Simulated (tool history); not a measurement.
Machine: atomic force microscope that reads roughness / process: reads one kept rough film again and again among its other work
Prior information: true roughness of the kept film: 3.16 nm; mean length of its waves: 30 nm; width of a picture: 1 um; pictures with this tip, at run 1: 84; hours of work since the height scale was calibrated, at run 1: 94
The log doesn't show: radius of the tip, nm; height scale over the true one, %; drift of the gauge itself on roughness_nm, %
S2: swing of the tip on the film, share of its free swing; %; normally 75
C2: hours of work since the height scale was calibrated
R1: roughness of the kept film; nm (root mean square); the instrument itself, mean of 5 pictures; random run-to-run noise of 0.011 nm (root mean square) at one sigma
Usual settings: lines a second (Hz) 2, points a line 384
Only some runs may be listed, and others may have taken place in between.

Run 1, hour 0: usual settings; pictures with this tip 84; C2 94. Result: R1 2.354 nm (root mean square).
Run 2, hour 8.7: usual settings but lines a second (Hz) 2.56; pictures with this tip 101; C2 101. Result: R1 2.222 nm (root mean square).
Run 3, hour 13.5: usual settings but S2 55 %; pictures with this tip 110; C2 105. Result: R1 2.571 nm (root mean square).
Run 4, hour 22.5: usual settings; pictures with this tip 128; C2 112. Result: R1 2.287 nm (root mean square).
Run 5, hour 31.6: usual settings; pictures with this tip 145; C2 119. Result: R1 2.248 nm (root mean square).
Run 6, hour 41.6: usual settings; pictures with this tip 164; C2 127. Result: R1 2.232 nm (root mean square).
Run 7, hour 46.1: usual settings but lines a second (Hz) 0.78; pictures with this tip 173; C2 131. Result: R1 2.42 nm (root mean square).
Run 8, hour 51.1: usual settings but lines a second (Hz) 0.78, S2 80 %; pictures with this tip 183; C2 135. Result: R1 2.384 nm (root mean square).
Run 9, hour 57.8: usual settings but lines a second (Hz) 0.78, S2 80 %; pictures with this tip 196; C2 140. Result: R1 2.359 nm (root mean square).
Run 10, hour 63.7: usual settings but lines a second (Hz) 1.46, S2 80 %; pictures with this tip 207; C2 145. Result: R1 2.183 nm (root mean square).
Run 11, hour 72.2: usual settings but lines a second (Hz) 1.46, S2 80 %; pictures with this tip 224; C2 151. Result: R1 2.168 nm (root mean square).
Run 12, hour 81.1: usual settings but lines a second (Hz) 1.46, S2 80 %; pictures with this tip 241; C2 158. Result: R1 2.167 nm (root mean square).
Run 13, hour 85.6: usual settings; pictures with this tip 249; C2 162. Result: R1 2.125 nm (root mean square).
Run 14, hour 93.8: usual settings; pictures with this tip 265; C2 168. Result: R1 2.115 nm (root mean square).
Run 15, hour 101.2: usual settings but lines a second (Hz) 1.13; pictures with this tip 280; C2 174. Result: R1 2.237 nm (root mean square).
Run 16, hour 107.6: usual settings but points a line 596; pictures with this tip 292; C2 179. Result: R1 2.082 nm (root mean square).
Run 17, hour 114: usual settings but points a line 596; pictures with this tip 304; C2 184. Result: R1 2.057 nm (root mean square).
Run 18, hour 120.8: usual settings but lines a second (Hz) 2.49, S2 71 %, points a line 451; pictures with this tip 317; C2 190. Result: R1 2.067 nm (root mean square).
Run 19, hour 125.3: usual settings but lines a second (Hz) 3.84, points a line 299; pictures with this tip 326; C2 193. Result: R1 1.797 nm (root mean square).
Run 20, hour 133.1: usual settings but lines a second (Hz) 3.84, points a line 299; pictures with this tip 341; C2 199. Result: R1 1.785 nm (root mean square).
At hour 138.1: new tip fitted.
Run 21, hour 142.3: usual settings but lines a second (Hz) 1.99, points a line 363; pictures with this tip 8; C2 206. Result: R1 2.431 nm (root mean square).
Run 22, hour 147.8: usual settings but lines a second (Hz) 1.29, S2 63 %, points a line 898; pictures with this tip 18; C2 211. Result: R1 2.686 nm (root mean square).
Run 23, hour 156.4: usual settings but lines a second (Hz) 0.72, S2 63 %, points a line 787; pictures with this tip 35; C2 217. Result: R1 2.749 nm (root mean square).
Run 24, hour 163.2: usual settings but lines a second (Hz) 0.72, S2 63 %, points a line 787; pictures with this tip 48; C2 223. Result: R1 2.711 nm (root mean square).
Run 25, hour 169: usual settings but lines a second (Hz) 1.49, S2 83 %, points a line 359; pictures with this tip 59; C2 227. Result: R1 2.322 nm (root mean square).
Run 26, hour 173.6: usual settings but lines a second (Hz) 1.49, S2 83 %, points a line 276; pictures with this tip 68; C2 231. Result: R1 2.295 nm (root mean square).
Run 27, hour 180.1: usual settings but S2 58 %; pictures with this tip 81; C2 236. Result: R1 2.572 nm (root mean square).
Run 28, hour 187: usual settings but S2 58 %; pictures with this tip 94; C2 242. Result: R1 2.546 nm (root mean square).
Run 29, hour 193.2: usual settings but lines a second (Hz) 0.87, S2 59 %, points a line 473; pictures with this tip 106; C2 247. Result: R1 2.624 nm (root mean square).
Run 30, hour 199.4: usual settings but lines a second (Hz) 1.72, S2 63 %; pictures with this tip 118; C2 251. Result: R1 2.489 nm (root mean square).
Run 31, hour 206.2: usual settings but lines a second (Hz) 1.39, S2 82 %; pictures with this tip 131; C2 257. Result: R1 2.259 nm (root mean square).
Run 32, hour 212: usual settings but lines a second (Hz) 1.39, S2 76 %; pictures with this tip 142; C2 261. Result: R1 2.341 nm (root mean square).
Run 33, hour 217.3: usual settings but lines a second (Hz) 1.39, S2 76 %; pictures with this tip 152; C2 266. Result: R1 2.333 nm (root mean square).

Each row is a separate what-if for the run after 33, all from the same tool condition, not one after another. Results?
Run A, hour 222.5: usual settings but lines a second (Hz) 1.39, S2 88 %; pictures with this tip 162; C2 270. Result: R1 ?.
Run B, hour 222.5: usual settings but lines a second (Hz) 2.7, S2 55 %; pictures with this tip 162; C2 270. Result: R1 ?.
Run C, hour 222.5: usual settings but lines a second (Hz) 1.39, S2 77 %, points a line 595; pictures with this tip 162; C2 270. Result: R1 ?.
Run D, hour 222.5: usual settings but lines a second (Hz) 1.99, S2 76 %, points a line 515; pictures with this tip 162; C2 270. Result: R1 ?.
Run E, hour 222.5: usual settings but lines a second (Hz) 2.68, points a line 597; pictures with this tip 162; C2 270. Result: R1 ?.

run     R1
  A  2.105
  B  2.432
  C  2.306
  D  2.202
  E  2.099
With no hidden state in the tool, these same runs would have given:
run     R1
  A  2.322
  B  2.682
  C  2.544
  D  2.429
  E  2.315
